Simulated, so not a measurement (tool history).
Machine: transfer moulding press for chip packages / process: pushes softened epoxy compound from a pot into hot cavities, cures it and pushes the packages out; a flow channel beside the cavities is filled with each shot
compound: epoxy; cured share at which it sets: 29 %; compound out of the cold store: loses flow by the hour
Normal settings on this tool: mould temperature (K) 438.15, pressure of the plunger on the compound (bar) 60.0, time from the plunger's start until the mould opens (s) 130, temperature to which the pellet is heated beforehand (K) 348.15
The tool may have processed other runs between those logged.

run	hour	mould temperature (K)	pressure of the plunger on the compound (bar)	time from the plunger's start until the mould opens (s)	temperature to which the pellet is heated beforehand (K)	incoming compound's hours out of the cold store	length that the compound runs in the flow channel (mm)	greatest force on the pins that push the packages out (N)
1	0.0	438.15	60.0	130	348.15	17.8	729	354
2	53.8	438.15	60.0	130	348.15	43.7	630	438
# hour 69.0: cavities cleaned with cleaning compound and waxed
3	86.9	438.15	60.0	130	348.15	45.2	622	330
4	123.0	438.15	60.0	130	348.15	18.9	710	440
# hour 151.0: cavities cleaned with cleaning compound and waxed
5	182.3	438.15	60.0	130	348.15	44.2	617	376
# hour 201.5: plunger's sealing rings changed
6	227.0	438.15	60.0	130	348.15	31.8	694	447
# hour 236.2: cavities cleaned with cleaning compound and waxed
7	265.1	438.15	60.0	168	348.15	11.0	771	324
# hour 317.1: cavities cleaned with cleaning compound and waxed
8	327.6	438.15	60.0	168	348.15	31.6	687	274
9	376.6	438.15	60.0	130	348.15	33.1	682	443
# hour 400.5: cavities cleaned with cleaning compound and waxed
10	439.1	438.15	60.0	130	348.15	25.6	706	402
11	474.0	436.15	60.0	130	348.15	34.4	677	520
# hour 483.6: cavities cleaned with cleaning compound and waxed
12	522.9	436.15	60.0	130	348.15	29.5	693	468
13	555.7	436.15	60.0	130	348.15	44.3	638	491
# hour 567.4: cavities cleaned with cleaning compound and waxed
14	610.8	438.15	60.0	130	348.15	29.2	677	405
# hour 649.8: cavities cleaned with cleaning compound and waxed
15	651.1	439.15	47.0	130	348.15	15.3	648	283
16	712.7	439.15	47.0	130	348.15	43.6	556	425
# hour 734.4: cavities cleaned with cleaning compound and waxed
17	762.6	439.15	47.0	130	348.15	14.3	639	369
18	808.7	438.15	60.0	130	342.15	24.5	688	458
# hour 817.4: cavities cleaned with cleaning compound and waxed
# hour 823.5: mould's thermocouples calibrated
# hour 826.0: plunger's sealing rings changed
19	847.4	443.15	48.7	130	342.15	17.2	667	311
# hour 902.8: cavities cleaned with cleaning compound and waxed
20	906.0	434.15	52.8	122	350.15	21.9	696	417
21	953.1	434.15	52.8	122	350.15	40.5	626	552
# hour 986.9: cavities cleaned with cleaning compound and waxed
22	1004.0	434.15	52.8	122	342.15	29.3	664	467
23	1052.7	434.15	52.8	122	342.15	40.3	622	595
# hour 1068.0: cavities cleaned with cleaning compound and waxed
24	1112.4	434.15	52.8	122	342.15	30.7	653	572
# hour 1152.8: cavities cleaned with cleaning compound and waxed
25	1162.4	441.15	50.6	114	340.15	35.7	607	328
26	1189.8	431.15	68.5	130	348.15	21.9	775	610
27	1230.0	436.15	67.0	127	355.15	36.6	703	491

Subtracting, for every run, the result it would have given without the tool's unlogged condition from the measured result gives the following. The same run-to-run variation enters both numbers; the gauge's scatter may not:
Hidden state present: true mould temperature over the reading, C; pressure that reaches the compound, % of what is set; grip of the stained cavities, % over clean ones'; drift of the gauge itself on flow_mm, %; drift of the gauge itself on push_out_n, %.
run	length that the compound runs in the flow channel (mm)	greatest force on the pins that push the packages out (N)
1	-27	+69
2	-27	+167
3	-29	+70
4	-36	+155
5	-36	+105
6	-2	+173
7	-5	+86
8	-8	+39
9	-12	+165
10	-16	+129
11	-18	+210
12	-20	+156
13	-22	+197
14	-26	+132
15	-27	+21
16	-27	+158
17	-34	+109
18	-40	+186
19	-3	+72
20	-6	+17
21	-8	+175
22	-12	+80
23	-14	+208
24	-18	+179
25	-20	+39
26	-28	+172
27	-29	+183

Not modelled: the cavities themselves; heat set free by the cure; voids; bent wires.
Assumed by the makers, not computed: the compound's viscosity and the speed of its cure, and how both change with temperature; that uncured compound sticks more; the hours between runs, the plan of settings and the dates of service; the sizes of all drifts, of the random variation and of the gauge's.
